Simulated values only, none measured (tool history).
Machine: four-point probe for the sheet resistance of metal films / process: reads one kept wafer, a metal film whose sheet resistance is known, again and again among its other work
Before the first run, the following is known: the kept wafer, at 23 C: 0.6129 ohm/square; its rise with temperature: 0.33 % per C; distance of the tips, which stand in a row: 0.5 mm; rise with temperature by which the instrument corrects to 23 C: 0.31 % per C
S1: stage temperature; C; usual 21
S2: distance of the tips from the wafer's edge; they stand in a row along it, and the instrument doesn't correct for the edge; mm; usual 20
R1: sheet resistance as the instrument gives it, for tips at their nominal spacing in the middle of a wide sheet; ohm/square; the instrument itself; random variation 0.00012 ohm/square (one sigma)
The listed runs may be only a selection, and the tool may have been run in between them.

Run 1, hour 0: usual settings. Result: R1 0.607731 ohm/square.
Run 2, hour 38.6: usual settings. Result: R1 0.607625 ohm/square.
Run 3, hour 109.3: usual settings. Result: R1 0.607534 ohm/square.
Run 4, hour 171: usual settings. Result: R1 0.607799 ohm/square.
Run 5, hour 208.1: usual settings. Result: R1 0.608013 ohm/square.
Run 6, hour 269.6: usual settings. Result: R1 0.607967 ohm/square.
Run 7, hour 322.4: usual settings but S1 25 C. Result: R1 0.608258 ohm/square.
Run 8, hour 363.4: usual settings but S1 25 C. Result: R1 0.608245 ohm/square.
Run 9, hour 399.9: usual settings but S2 63 mm. Result: R1 0.607547 ohm/square.
Run 10, hour 448.4: usual settings but S2 15 mm. Result: R1 0.607875 ohm/square.
Run 11, hour 486.4: usual settings. Result: R1 0.607938 ohm/square.
Run 12, hour 545.1: usual settings. Result: R1 0.607814 ohm/square.
Run 13, hour 614.9: usual settings. Result: R1 0.60805 ohm/square.
Run 14, hour 674.9: usual settings. Result: R1 0.607984 ohm/square.
Run 15, hour 733.6: usual settings. Result: R1 0.607905 ohm/square.
Run 16, hour 803.6: usual settings. Result: R1 0.608021 ohm/square.
Run 17, hour 839.5: usual settings. Result: R1 0.607878 ohm/square.
Run 18, hour 902.9: usual settings. Result: R1 0.607846 ohm/square.
Run 19, hour 957.4: usual settings. Result: R1 0.607862 ohm/square.
Run 20, hour 1005.6: usual settings. Result: R1 0.607903 ohm/square.
Run 21, hour 1064.4: usual settings. Result: R1 0.607637 ohm/square.
Run 22, hour 1101.8: usual settings. Result: R1 0.608122 ohm/square.
Run 23, hour 1161.5: usual settings. Result: R1 0.608351 ohm/square.
Run 24, hour 1192.6: usual settings but S1 19 C, S2 7 mm. Result: R1 0.609 ohm/square.
Run 25, hour 1253.8: usual settings but S1 32 C, S2 6 mm. Result: R1 0.61132 ohm/square.
Run 26, hour 1304.2: usual settings but S1 18 C, S2 19 mm. Result: R1 0.607664 ohm/square.
Run 27, hour 1368.5: usual settings but S1 24 C, S2 4 mm. Result: R1 0.613354 ohm/square.
At hour 1373.4: stage's thermometer calibrated.
Run 28, hour 1400.1: usual settings but S1 31 C, S2 18 mm. Result: R1 0.608831 ohm/square.
Run 29, hour 1462.5: usual settings but S2 4 mm. Result: R1 0.612542 ohm/square.
Run 30, hour 1499.4: usual settings but S2 8 mm. Result: R1 0.608862 ohm/square.
Run 31, hour 1544: usual settings but S2 8 mm. Result: R1 0.608779 ohm/square.
Run 32, hour 1608.6: usual settings but S2 8 mm. Result: R1 0.608874 ohm/square.
Run 33, hour 1658.9: usual settings but S1 23 C, S2 8 mm. Result: R1 0.609135 ohm/square.
Run 34, hour 1707.7: usual settings but S1 28 C, S2 5 mm. Result: R1 0.611462 ohm/square.
At hour 1731.1: stage's thermometer calibrated, once more.
Run 35, hour 1738.3: usual settings but S1 28 C, S2 5 mm. Result: R1 0.613112 ohm/square.
Run 36, hour 1774.6: usual settings but S1 26 C, S2 56 mm. Result: R1 0.609707 ohm/square.
Run 37, hour 1834.5: usual settings but S1 22 C, S2 5 mm. Result: R1 0.61204 ohm/square.
Run 38, hour 1877.8: usual settings but S1 22 C, S2 5 mm. Result: R1 0.612302 ohm/square.
Run 39, hour 1942: usual settings but S1 25 C, S2 7 mm. Result: R1 0.611246 ohm/square.
Run 40, hour 2005.5: usual settings but S1 22 C, S2 7 mm. Result: R1 0.610562 ohm/square.
Run 41, hour 2046.9: usual settings but S1 22 C, S2 7 mm. Result: R1 0.610855 ohm/square.
Run 42, hour 2099.1: usual settings but S1 22 C, S2 7 mm. Result: R1 0.610868 ohm/square.
Run 43, hour 2145.7: usual settings but S1 27 C, S2 44 mm. Result: R1 0.610066 ohm/square.

Run 44, settings as shown, results not yet in. Your forecast:
Run 44, hour 2193.1: usual settings but S1 18 C, S2 6 mm. Result: R1 ?.

{"run 44": {"R1": 0.611148}}
Take away the tool's hidden state, keep the run-to-run variation as it was, and the same run would have given R1 0.614806 ohm/square.
